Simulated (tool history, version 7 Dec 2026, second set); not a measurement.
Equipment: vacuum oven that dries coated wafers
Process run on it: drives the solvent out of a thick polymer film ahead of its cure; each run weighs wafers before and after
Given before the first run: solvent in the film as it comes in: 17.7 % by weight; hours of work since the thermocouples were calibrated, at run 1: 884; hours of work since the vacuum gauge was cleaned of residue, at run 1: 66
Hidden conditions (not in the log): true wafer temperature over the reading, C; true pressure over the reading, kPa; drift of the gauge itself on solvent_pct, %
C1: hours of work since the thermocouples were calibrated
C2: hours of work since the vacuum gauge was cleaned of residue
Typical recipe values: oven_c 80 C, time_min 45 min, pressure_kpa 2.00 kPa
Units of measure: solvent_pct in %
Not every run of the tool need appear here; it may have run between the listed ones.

run 1 day=0.000 | oven_c=80 time_min=45 pressure_kpa=2.00 | C1=884 C2=66 | solvent_pct=3.67
run 2 day=0.446 | oven_c=80 time_min=45 pressure_kpa=2.00 | C1=893 C2=75 | solvent_pct=3.78
run 3 day=0.917 | oven_c=85 time_min=45 pressure_kpa=2.00 | C1=902 C2=84 | solvent_pct=2.55
run 4 day=1.138 | oven_c=85 time_min=45 pressure_kpa=2.00 | C1=906 C2=88 | solvent_pct=2.66
run 5 day=1.458 | oven_c=80 time_min=45 pressure_kpa=2.00 | C1=912 C2=94 | solvent_pct=3.71
run 6 day=1.867 | oven_c=80 time_min=45 pressure_kpa=7.65 | C1=919 C2=102 | solvent_pct=11.08
run 7 day=2.346 | oven_c=80 time_min=45 pressure_kpa=2.00 | C1=928 C2=111 | solvent_pct=3.67
run 8 day=2.600 | oven_c=80 time_min=45 pressure_kpa=2.00 | C1=933 C2=115 | solvent_pct=3.82
run 9 day=2.875 | oven_c=80 time_min=45 pressure_kpa=2.00 | C1=938 C2=120 | solvent_pct=3.77
run 10 day=3.358 | oven_c=80 time_min=45 pressure_kpa=2.00 | C1=948 C2=130 | solvent_pct=3.80
run 11 day=3.654 | oven_c=80 time_min=45 pressure_kpa=2.00 | C1=953 C2=135 | solvent_pct=3.79
run 12 day=4.112 | oven_c=80 time_min=45 pressure_kpa=2.00 | C1=962 C2=144 | solvent_pct=3.79
run 13 day=4.517 | oven_c=80 time_min=45 pressure_kpa=2.00 | C1=969 C2=151 | solvent_pct=3.72
run 14 day=4.912 | oven_c=80 time_min=45 pressure_kpa=2.00 | C1=977 C2=159 | solvent_pct=3.82
run 15 day=5.138 | oven_c=80 time_min=32 pressure_kpa=2.00 | C1=981 C2=163 | solvent_pct=4.80
run 16 day=5.462 | oven_c=80 time_min=45 pressure_kpa=2.00 | C1=987 C2=169 | solvent_pct=3.91
run 17 day=5.912 | oven_c=80 time_min=45 pressure_kpa=2.00 | C1=996 C2=178 | solvent_pct=3.80
run 18 day=6.175 | oven_c=80 time_min=45 pressure_kpa=2.00 | C1=1001 C2=183 | solvent_pct=3.75
-- day=6.283 oven's thermocouples calibrated
run 19 day=6.592 | oven_c=80 time_min=45 pressure_kpa=2.00 | C1=6 C2=189 | solvent_pct=4.17
run 20 day=7.075 | oven_c=80 time_min=45 pressure_kpa=2.00 | C1=15 C2=198 | solvent_pct=4.05
run 21 day=7.371 | oven_c=79 time_min=45 pressure_kpa=2.00 | C1=20 C2=204 | solvent_pct=4.43
run 22 day=7.688 | oven_c=80 time_min=66 pressure_kpa=2.00 | C1=26 C2=210 | solvent_pct=3.35
run 23 day=7.962 | oven_c=84 time_min=32 pressure_kpa=2.00 | C1=32 C2=215 | solvent_pct=3.95
run 24 day=8.392 | oven_c=85 time_min=45 pressure_kpa=2.00 | C1=40 C2=223 | solvent_pct=2.85
-- day=8.712 oven's thermocouples calibrated, once more
run 25 day=8.904 | oven_c=73 time_min=45 pressure_kpa=2.00 | C1=4 C2=231 | solvent_pct=5.42
run 26 day=9.129 | oven_c=76 time_min=24 pressure_kpa=1.50 | C1=8 C2=235 | solvent_pct=5.92
run 27 day=9.629 | oven_c=76 time_min=24 pressure_kpa=1.49 | C1=17 C2=245 | solvent_pct=5.91
run 28 day=9.929 | oven_c=80 time_min=52 pressure_kpa=4.19 | C1=23 C2=250 | solvent_pct=5.82
run 29 day=10.396 | oven_c=76 time_min=31 pressure_kpa=2.00 | C1=32 C2=259 | solvent_pct=5.52
run 30 day=10.662 | oven_c=76 time_min=31 pressure_kpa=2.00 | C1=37 C2=264 | solvent_pct=5.54
run 31 day=10.950 | oven_c=76 time_min=31 pressure_kpa=2.00 | C1=42 C2=269 | solvent_pct=5.61
run 32 day=11.283 | oven_c=76 time_min=31 pressure_kpa=2.00 | C1=48 C2=276 | solvent_pct=5.73
run 33 day=11.712 | oven_c=92 time_min=43 pressure_kpa=1.26 | C1=57 C2=284 | solvent_pct=1.10
run 34 day=12.021 | oven_c=92 time_min=68 pressure_kpa=1.26 | C1=62 C2=290 | solvent_pct=1.08
run 35 day=12.433 | oven_c=92 time_min=23 pressure_kpa=1.07 | C1=70 C2=297 | solvent_pct=1.43
run 36 day=12.896 | oven_c=92 time_min=23 pressure_kpa=1.07 | C1=79 C2=306 | solvent_pct=1.43
run 37 day=13.150 | oven_c=92 time_min=23 pressure_kpa=1.07 | C1=84 C2=311 | solvent_pct=1.40
run 38 day=13.629 | oven_c=93 time_min=45 pressure_kpa=1.52 | C1=93 C2=320 | solvent_pct=1.22
run 39 day=13.833 | oven_c=93 time_min=45 pressure_kpa=1.52 | C1=96 C2=324 | solvent_pct=1.35
run 40 day=14.088 | oven_c=71 time_min=28 pressure_kpa=2.62 | C1=101 C2=329 | solvent_pct=8.84

For each entry between runs, how does the tool's hidden state at the last listed run before it compare with that at the first listed run after it?
From run 18 to run 19: oven's thermocouples calibrated (day 6.283)
  true wafer temperature over the reading, C: -2.15 -> -3.09; true pressure over the reading, kPa: 0.062 -> 0.064
  what was measured, less what the result would be without the hidden state, solvent_pct: +0.62 -> +0.92 %
From run 24 to run 25: oven's thermocouples calibrated, once more (day 8.712)
  true wafer temperature over the reading, C: -3.16 -> 0.33; true pressure over the reading, kPa: 0.075 -> 0.078
  what was measured, less what the result would be without the hidden state, solvent_pct: +0.59 -> -0.01 %

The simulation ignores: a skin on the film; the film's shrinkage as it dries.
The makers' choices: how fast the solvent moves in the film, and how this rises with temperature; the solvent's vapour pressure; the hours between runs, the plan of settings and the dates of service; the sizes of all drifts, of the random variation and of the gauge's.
